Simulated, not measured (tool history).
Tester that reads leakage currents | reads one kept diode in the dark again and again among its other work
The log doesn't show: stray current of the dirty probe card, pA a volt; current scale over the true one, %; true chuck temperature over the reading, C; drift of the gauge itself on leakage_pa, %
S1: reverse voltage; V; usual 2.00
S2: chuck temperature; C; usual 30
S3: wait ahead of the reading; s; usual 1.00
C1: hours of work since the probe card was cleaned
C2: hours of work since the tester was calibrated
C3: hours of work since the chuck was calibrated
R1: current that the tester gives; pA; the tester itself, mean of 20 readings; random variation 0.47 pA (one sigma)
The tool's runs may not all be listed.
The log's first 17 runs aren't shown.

run,hour,S1,S2,S3,C1,C2,C3,R1
18,675.8,2.00,30,1.00,758,1607,758,155.28
19,702.9,2.00,35,0.40,773,1622,773,227.64
20,745.1,4.09,45,0.40,795,1644,795,660.50
21,781.9,1.27,33,0.40,815,1664,815,159.45
22,835.0,2.00,26,3.20,843,1692,843,112.90
23,887.9,2.00,28,1.00,872,1721,872,132.26
24,920.9,2.56,22,0.63,889,1738,889,91.69
25,969.7,2.56,22,0.63,915,1764,915,90.72
26,1002.7,1.99,56,0.69,933,1782,933,1016.97
27,1056.5,1.99,56,0.69,962,1811,962,1015.99
28,1108.0,1.24,30,1.47,989,1838,989,125.15
29,1160.5,3.39,28,1.47,1017,1866,1017,168.19
30,1213.8,3.39,28,1.47,1046,1895,1046,168.44
31,1248.9,3.39,43,0.33,1065,1914,1065,523.77
32,1272.8,3.39,43,0.33,1078,1927,1078,526.16
33,1322.9,4.26,55,0.31,1104,1953,1104,1351.04
34,1349.7,4.26,55,0.31,1119,1968,1119,1341.16

Forecast each of these 4 alternatives for the next run:
A,1384.0,2.98,30,1.00,1137,1986,1137,?
B,1384.0,4.26,55,0.31,1137,1986,1137,?
C,1384.0,7.86,46,0.31,1137,1986,1137,?
D,1384.0,2.00,54,1.00,1137,1986,1137,?

run,R1
A,184.82
B,1340.96
C,951.58
D,900.38
Without the tool's hidden state the same runs would have given:
run,R1
A,184.51
B,1339.10
C,950.15
D,899.13
